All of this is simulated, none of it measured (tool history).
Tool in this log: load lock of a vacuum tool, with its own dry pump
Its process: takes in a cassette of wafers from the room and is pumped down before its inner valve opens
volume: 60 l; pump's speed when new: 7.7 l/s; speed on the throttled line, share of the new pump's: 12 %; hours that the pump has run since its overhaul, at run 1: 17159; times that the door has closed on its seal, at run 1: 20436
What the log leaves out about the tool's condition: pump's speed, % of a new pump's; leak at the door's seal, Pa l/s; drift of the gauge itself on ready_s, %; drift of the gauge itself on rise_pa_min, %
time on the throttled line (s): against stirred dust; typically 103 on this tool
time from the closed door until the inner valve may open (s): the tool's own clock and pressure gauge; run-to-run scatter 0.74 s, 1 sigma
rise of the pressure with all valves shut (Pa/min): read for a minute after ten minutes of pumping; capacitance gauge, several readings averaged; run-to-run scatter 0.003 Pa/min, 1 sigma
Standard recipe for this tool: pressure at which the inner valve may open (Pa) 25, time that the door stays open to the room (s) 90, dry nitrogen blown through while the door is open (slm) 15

run,hour,time on the throttled line (s),pressure at which the inner valve may open (Pa),time that the door stays open to the room (s),dry nitrogen blown through while the door is open (slm),hours that the pump has run since its overhaul,times that the door has closed on its seal,"incoming humidity of the room's air, %",time from the closed door until the inner valve may open (s),rise of the pressure with all valves shut (Pa/min)
1,0.0,103,25,90,15,17159,20436,44.2,167.9,0.173
2,137.2,103,25,46,15,17296,20702,43.3,167.0,0.170
3,362.2,103,25,75,15,17521,21139,47.4,169.3,0.182
4,550.6,103,25,75,15,17709,21505,45.0,168.7,0.186
5,849.9,103,25,75,32,18009,22086,47.5,168.8,0.178
6,1105.7,103,25,75,32,18264,22583,44.2,168.9,0.185
7,1354.3,103,25,75,32,18513,23066,46.3,169.5,0.197
8,1640.8,140,25,75,13,18800,23622,44.6,200.4,0.207
9,1861.1,140,25,75,13,19020,24050,46.3,200.8,0.205
10,2006.0,61,39,112,15,19165,24331,43.4,128.7,0.221
11,2245.1,68,29,40,15,19404,24795,47.4,138.9,0.206
12,2430.4,68,29,40,15,19589,25155,48.5,139.1,0.223

Below are 4 alternative next runs, each starting from the tool's condition after run 12. Predict each:
A,2688.9,188,29,47,12,19848,25657,42.8,?,?
B,2688.9,103,18,90,15,19848,25657,43.7,?,?
C,2688.9,68,24,152,15,19848,25657,44.5,?,?
D,2688.9,65,29,197,15,19848,25657,44.3,?,?

run,time from the closed door until the inner valve may open (s),rise of the pressure with all valves shut (Pa/min)
A,241.9,0.218
B,173.1,0.229
C,141.3,0.246
D,136.6,0.235
What these runs would have given with no unlogged condition in the tool:
run,time from the closed door until the inner valve may open (s),rise of the pressure with all valves shut (Pa/min)
A,230.2,0.027
B,157.5,0.035
C,125.0,0.051
D,120.7,0.042
